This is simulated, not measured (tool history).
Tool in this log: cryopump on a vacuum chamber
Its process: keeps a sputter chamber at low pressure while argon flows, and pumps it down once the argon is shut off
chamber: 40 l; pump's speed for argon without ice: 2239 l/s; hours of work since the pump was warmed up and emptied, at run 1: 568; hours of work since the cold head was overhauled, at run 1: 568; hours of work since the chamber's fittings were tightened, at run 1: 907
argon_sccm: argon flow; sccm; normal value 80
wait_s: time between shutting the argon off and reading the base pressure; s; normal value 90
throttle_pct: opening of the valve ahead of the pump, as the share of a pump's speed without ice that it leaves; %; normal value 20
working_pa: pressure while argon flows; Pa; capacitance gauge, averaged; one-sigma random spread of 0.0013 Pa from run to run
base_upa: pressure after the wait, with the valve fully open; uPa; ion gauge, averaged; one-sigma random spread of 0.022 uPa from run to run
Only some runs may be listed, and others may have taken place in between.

run,hour,argon_sccm,wait_s,throttle_pct,hours of work since the pump was warmed up and emptied,hours of work since the cold head was overhauled,hours of work since the chamber's fittings were tightened,working_pa,base_upa
1,0,80,90,20,568,568,907,0.3088,1.12
2,55.5,80,258,20,615,615,953,0.3106,0.87
3,149.7,80,258,20,694,694,1033,0.3091,0.95
4,202,80,44,20,738,738,1077,0.3124,1.68
5,271.5,38,44,20,796,796,1135,0.149,1.67
6,373.6,38,44,20,882,882,1221,0.1495,1.84
# hour 424.5: pump warmed up, emptied and cooled again
7,454.7,38,44,20,25,946,1285,0.1449,1.66
8,553.7,80,90,28,109,1030,1368,0.2182,1.38
9,661.5,80,90,28,199,1120,1459,0.2193,1.46
10,726.4,80,90,28,254,1175,1513,0.219,1.4
11,789.3,80,90,28,307,1228,1566,0.2233,1.51
12,840.4,70,90,20,350,1271,1609,0.268,1.49
13,945.8,80,90,34,438,1359,1698,0.1844,1.61
14,1026.2,80,90,34,506,1427,1765,0.1841,1.67
15,1113,80,90,34,579,1500,1838,0.1874,1.78
16,1183.4,80,90,34,638,1559,1898,0.1865,1.73
17,1261.2,80,90,34,703,1624,1963,0.1861,1.87
18,1307.4,33,29,51,742,1663,2002,0.0535,2.7
19,1363.8,80,90,31,790,1711,2049,0.2065,1.9
# hour 1373.5: leaking fittings of the chamber tightened, without venting
20,1451.8,82,90,22,862,1783,66,0.2933,0.61
# hour 1521.9: pump warmed up, emptied and cooled again
21,1539.7,82,90,19,15,1853,136,0.3269,0.64
22,1624.6,70,57,19,86,1924,207,0.2803,0.87
23,1732,70,57,19,177,2014,297,0.282,0.99
24,1792.3,70,57,19,227,2065,348,0.2826,1.01
25,1872.6,130,47,49,295,2133,415,0.2102,1.19
26,1930.7,110,90,46,344,2181,464,0.1894,0.85
27,1978.3,110,90,46,384,2221,504,0.1894,0.82
28,2032,80,25,21,429,2267,549,0.2949,2
29,2100.4,117,71,37,486,2324,607,0.2522,1.07
30,2196.7,78,90,20,567,2405,688,0.3049,0.98
31,2263.8,114,124,37,624,2462,744,0.2487,0.97
32,2347.5,114,124,37,694,2532,815,0.2504,0.97
33,2426.9,114,124,37,761,2599,882,0.2507,1.04

Below are 4 alternative next runs, each starting from the tool's condition after run 33. Predict each:
A,2488.1,82,110,56,812,2650,933,?,?
B,2488.1,112,201,18,812,2650,933,?,?
C,2488.1,75,238,59,812,2650,933,?,?
D,2488.1,80,90,55,812,2650,933,?,?

run,working_pa,base_upa
A,0.1246,1.09
B,0.4905,0.97
C,0.1081,0.92
D,0.1239,1.16
With the hidden condition removed and each run's random variation left untouched, the same runs would have given:
run,working_pa,base_upa
A,0.1104,0.43
B,0.4711,0.33
C,0.0952,0.28
D,0.11,0.51

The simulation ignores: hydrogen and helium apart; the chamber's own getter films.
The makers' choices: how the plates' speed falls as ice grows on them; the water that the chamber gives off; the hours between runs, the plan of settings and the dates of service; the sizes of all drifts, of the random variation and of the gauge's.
